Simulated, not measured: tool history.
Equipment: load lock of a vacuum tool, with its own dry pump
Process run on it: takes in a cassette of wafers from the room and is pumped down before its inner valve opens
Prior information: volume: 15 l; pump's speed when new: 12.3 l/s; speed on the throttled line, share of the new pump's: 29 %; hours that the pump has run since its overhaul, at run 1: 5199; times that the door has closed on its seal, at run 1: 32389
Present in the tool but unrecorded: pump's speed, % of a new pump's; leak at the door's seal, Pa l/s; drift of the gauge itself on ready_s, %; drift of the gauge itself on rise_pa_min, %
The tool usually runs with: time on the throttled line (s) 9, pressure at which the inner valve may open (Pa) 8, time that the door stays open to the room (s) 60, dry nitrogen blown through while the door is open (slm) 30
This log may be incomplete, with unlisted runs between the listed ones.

run	hour	time on the throttled line (s)	pressure at which the inner valve may open (Pa)	time that the door stays open to the room (s)	dry nitrogen blown through while the door is open (slm)	hours that the pump has run since its overhaul	times that the door has closed on its seal	incoming humidity of the room's air, %	time from the closed door until the inner valve may open (s)	rise of the pressure with all valves shut (Pa/min)
1	0.0	9	8	60	30	5199	32389	44.5	18.0	0.042
2	192.7	9	8	60	28	5392	33037	45.7	18.1	0.041
3	373.6	9	8	60	28	5573	33644	45.9	18.1	0.043
4	542.3	9	8	60	28	5742	34211	47.7	17.8	0.042
5	677.8	9	8	60	28	5877	34666	44.8	17.8	0.034
6	775.6	9	8	60	6	5975	34995	43.2	17.9	0.067
7	971.4	9	8	60	6	6171	35652	45.9	17.9	0.061
8	1069.5	9	8	60	6	6269	35982	43.9	18.0	0.060
9	1256.0	9	8	60	30	6455	36608	44.1	18.0	0.037
10	1412.9	9	8	60	30	6612	37135	43.8	18.0	0.041
11	1579.4	9	8	73	30	6779	37695	41.9	18.0	0.035
12	1677.7	9	8	73	30	6877	38025	44.6	18.0	0.044
13	1847.5	9	8	73	30	7047	38595	43.3	18.0	0.045
14	1995.4	9	8	60	30	7195	39092	45.1	18.2	0.041
15	2150.9	9	8	60	30	7350	39615	42.3	18.0	0.039
16	2284.5	9	8	60	30	7484	40063	43.7	18.0	0.045
17	2477.7	5	15	38	5	7677	40712	44.4	14.2	0.058
18	2570.3	9	8	54	6	7770	41023	48.5	17.9	0.068
19	2759.4	9	8	54	6	7959	41659	45.5	18.1	0.065
20	2929.3	9	10	60	5	8129	42229	45.5	17.9	0.073

The next listed run, before its measurement:
21	3118.6	9	12	68	6	8318	42865	44.9	?	?

{"run 21": {"time from the closed door until the inner valve may open (s)": 17.6, "rise of the pressure with all valves shut (Pa/min)": 0.065}}
Minus the tool's unlogged condition, the same run would have read time from the closed door until the inner valve may open (s) 17.5, rise of the pressure with all valves shut (Pa/min) 0.063.

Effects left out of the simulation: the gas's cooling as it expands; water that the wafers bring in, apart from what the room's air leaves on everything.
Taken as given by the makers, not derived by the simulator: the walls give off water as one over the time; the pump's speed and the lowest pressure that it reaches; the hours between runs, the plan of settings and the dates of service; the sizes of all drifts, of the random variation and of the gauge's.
